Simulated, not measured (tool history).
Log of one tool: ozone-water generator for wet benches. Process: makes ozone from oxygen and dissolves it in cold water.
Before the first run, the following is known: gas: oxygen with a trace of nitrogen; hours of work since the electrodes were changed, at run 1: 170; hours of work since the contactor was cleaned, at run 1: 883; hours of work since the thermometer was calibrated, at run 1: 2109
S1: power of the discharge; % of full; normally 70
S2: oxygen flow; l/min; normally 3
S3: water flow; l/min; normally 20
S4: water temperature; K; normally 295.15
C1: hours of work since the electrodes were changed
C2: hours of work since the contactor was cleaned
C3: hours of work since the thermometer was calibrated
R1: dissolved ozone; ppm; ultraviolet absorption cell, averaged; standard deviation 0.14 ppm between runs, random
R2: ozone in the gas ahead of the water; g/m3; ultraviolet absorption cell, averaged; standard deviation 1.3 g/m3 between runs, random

run	hour	S1	S2	S3	S4	C1	C2	C3	R1	R2
1	0	70	3	20	295.15	170	883	2109	15.7	232.9
2	36.8	70	3	20	295.15	197	910	2136	15.7	234.5
3	85.4	70	3	14	295.15	233	946	2172	21.3	233
4	116.8	70	3	14	292.15	256	969	2195	21.9	235
5	165.7	70	3	20	295.15	292	1005	2231	15.9	233.1
6	207.6	99	3	20	295.15	323	1036	2262	19.7	293.6
7	237.5	70	3	28	295.15	345	1058	2284	11.3	233
8	279.9	70	3	28	295.15	377	1089	2316	11.4	234
9	328.4	70	3	21	295.15	412	1125	2351	14.9	235.1
10	368.2	70	3	21	295.15	442	1155	2381	15.1	232.2
11	397	42	2.81	16	298.15	463	1176	2402	13.2	171.5
12	427.5	50	1.54	20	295.15	486	1198	2425	11.9	286.8

Results per run with the tool's hidden condition removed, run-to-run variation unchanged:
The hidden state here: yield of the discharge, % of new electrodes'; contactor's efficiency, % of a clean one's; true water temperature over the reading, C; drift of the gauge itself on ozone_ppm, %; drift of the gauge itself on gas_g_m3, %.
run	R2
1	232.9
2	234.6
3	233.4
4	235.6
5	233.9
6	294.8
7	234.1
8	235.3
9	236.6
10	233.9
11	172.9
12	289.3
For R1, the value without the hidden state is never more than 0.1 ppm from the measured value.
